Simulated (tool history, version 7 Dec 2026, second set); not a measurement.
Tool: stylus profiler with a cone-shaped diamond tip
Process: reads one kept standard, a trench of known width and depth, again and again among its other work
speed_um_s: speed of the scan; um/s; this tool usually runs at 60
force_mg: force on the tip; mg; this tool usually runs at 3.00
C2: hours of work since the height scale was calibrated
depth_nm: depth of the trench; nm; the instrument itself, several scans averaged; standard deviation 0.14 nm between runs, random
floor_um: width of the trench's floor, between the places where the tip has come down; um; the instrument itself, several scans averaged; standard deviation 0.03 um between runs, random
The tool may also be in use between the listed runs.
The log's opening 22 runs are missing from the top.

{"run": 23, "hour": 783.2, "speed_um_s": 125, "force_mg": 3.0, "scans with this tip": 11370, "C2": 47, "depth_nm": 505.55, "floor_um": 15.21}
{"run": 24, "hour": 806.9, "speed_um_s": 53, "force_mg": 7.65, "scans with this tip": 11495, "C2": 60, "depth_nm": 508.49, "floor_um": 15.71}
{"run": 25, "hour": 839.3, "speed_um_s": 53, "force_mg": 7.65, "scans with this tip": 11667, "C2": 77, "depth_nm": 508.71, "floor_um": 15.67}
{"hour": 871.6, "done": "height scale calibrated on a step standard, once more"}
{"run": 26, "hour": 890.0, "speed_um_s": 53, "force_mg": 7.65, "scans with this tip": 11933, "C2": 10, "depth_nm": 506.5, "floor_um": 15.62}
{"run": 27, "hour": 912.5, "speed_um_s": 17, "force_mg": 6.46, "scans with this tip": 12051, "C2": 21, "depth_nm": 505.73, "floor_um": 15.79}
{"run": 28, "hour": 934.7, "speed_um_s": 21, "force_mg": 5.34, "scans with this tip": 12169, "C2": 33, "depth_nm": 505.03, "floor_um": 15.74}
{"run": 29, "hour": 957.7, "speed_um_s": 60, "force_mg": 4.96, "scans with this tip": 12291, "C2": 45, "depth_nm": 504.56, "floor_um": 15.58}
{"run": 30, "hour": 996.5, "speed_um_s": 47, "force_mg": 3.0, "scans with this tip": 12496, "C2": 65, "depth_nm": 503.53, "floor_um": 15.54}
{"run": 31, "hour": 1018.2, "speed_um_s": 109, "force_mg": 6.81, "scans with this tip": 12611, "C2": 77, "depth_nm": 505.69, "floor_um": 15.4}
{"run": 32, "hour": 1047.0, "speed_um_s": 40, "force_mg": 3.0, "scans with this tip": 12763, "C2": 92, "depth_nm": 503.81, "floor_um": 15.52}
{"run": 33, "hour": 1073.8, "speed_um_s": 40, "force_mg": 3.0, "scans with this tip": 12905, "C2": 106, "depth_nm": 503.45, "floor_um": 15.52}
{"run": 34, "hour": 1100.7, "speed_um_s": 17, "force_mg": 2.26, "scans with this tip": 13047, "C2": 120, "depth_nm": 502.93, "floor_um": 15.68}
{"run": 35, "hour": 1150.5, "speed_um_s": 17, "force_mg": 2.26, "scans with this tip": 13310, "C2": 146, "depth_nm": 502.97, "floor_um": 15.76}
{"run": 36, "hour": 1172.6, "speed_um_s": 79, "force_mg": 2.2, "scans with this tip": 13428, "C2": 158, "depth_nm": 502.94, "floor_um": 15.23}
{"run": 37, "hour": 1224.1, "speed_um_s": 45, "force_mg": 5.71, "scans with this tip": 13700, "C2": 184, "depth_nm": 505.51, "floor_um": 15.56}
{"run": 38, "hour": 1270.6, "speed_um_s": 20, "force_mg": 6.91, "scans with this tip": 13946, "C2": 209, "depth_nm": 505.94, "floor_um": 15.57}
{"run": 39, "hour": 1307.0, "speed_um_s": 19, "force_mg": 1.55, "scans with this tip": 14139, "C2": 228, "depth_nm": 502.38, "floor_um": 15.6}
{"run": 40, "hour": 1341.4, "speed_um_s": 45, "force_mg": 1.09, "scans with this tip": 14321, "C2": 246, "depth_nm": 501.95, "floor_um": 15.28}
{"run": 41, "hour": 1383.0, "speed_um_s": 127, "force_mg": 3.0, "scans with this tip": 14540, "C2": 268, "depth_nm": 503.54, "floor_um": 14.95}
{"run": 42, "hour": 1432.7, "speed_um_s": 24, "force_mg": 1.15, "scans with this tip": 14803, "C2": 294, "depth_nm": 502.35, "floor_um": 15.41}
{"run": 43, "hour": 1461.4, "speed_um_s": 48, "force_mg": 1.64, "scans with this tip": 14955, "C2": 309, "depth_nm": 502.81, "floor_um": 15.23}
{"run": 44, "hour": 1503.1, "speed_um_s": 26, "force_mg": 2.68, "scans with this tip": 15176, "C2": 330, "depth_nm": 503.61, "floor_um": 15.49}
{"run": 45, "hour": 1530.8, "speed_um_s": 35, "force_mg": 3.01, "scans with this tip": 15323, "C2": 345, "depth_nm": 503.75, "floor_um": 15.41}

Here are 5 independent what-if runs from the current tool condition. What would each one return?
{"run": "A", "hour": 1581.4, "speed_um_s": 60, "force_mg": 5.64, "scans with this tip": 15590, "C2": 371, "depth_nm": "?", "floor_um": "?"}
{"run": "B", "hour": 1581.4, "speed_um_s": 22, "force_mg": 3.0, "scans with this tip": 15590, "C2": 371, "depth_nm": "?", "floor_um": "?"}
{"run": "C", "hour": 1581.4, "speed_um_s": 35, "force_mg": 6.64, "scans with this tip": 15590, "C2": 371, "depth_nm": "?", "floor_um": "?"}
{"run": "D", "hour": 1581.4, "speed_um_s": 80, "force_mg": 3.0, "scans with this tip": 15590, "C2": 371, "depth_nm": "?", "floor_um": "?"}
{"run": "E", "hour": 1581.4, "speed_um_s": 25, "force_mg": 3.0, "scans with this tip": 15590, "C2": 371, "depth_nm": "?", "floor_um": "?"}

run=A depth_nm=505.48 floor_um=15.33
run=B depth_nm=504.12 floor_um=15.47
run=C depth_nm=506.22 floor_um=15.41
run=D depth_nm=503.86 floor_um=15.08
run=E depth_nm=503.92 floor_um=15.49
Had the tool no hidden state, the same runs would have come out as:
run=A depth_nm=504.88 floor_um=16.75
run=B depth_nm=503.53 floor_um=16.89
run=C depth_nm=505.62 floor_um=16.83
run=D depth_nm=503.27 floor_um=16.50
run=E depth_nm=503.32 floor_um=16.91

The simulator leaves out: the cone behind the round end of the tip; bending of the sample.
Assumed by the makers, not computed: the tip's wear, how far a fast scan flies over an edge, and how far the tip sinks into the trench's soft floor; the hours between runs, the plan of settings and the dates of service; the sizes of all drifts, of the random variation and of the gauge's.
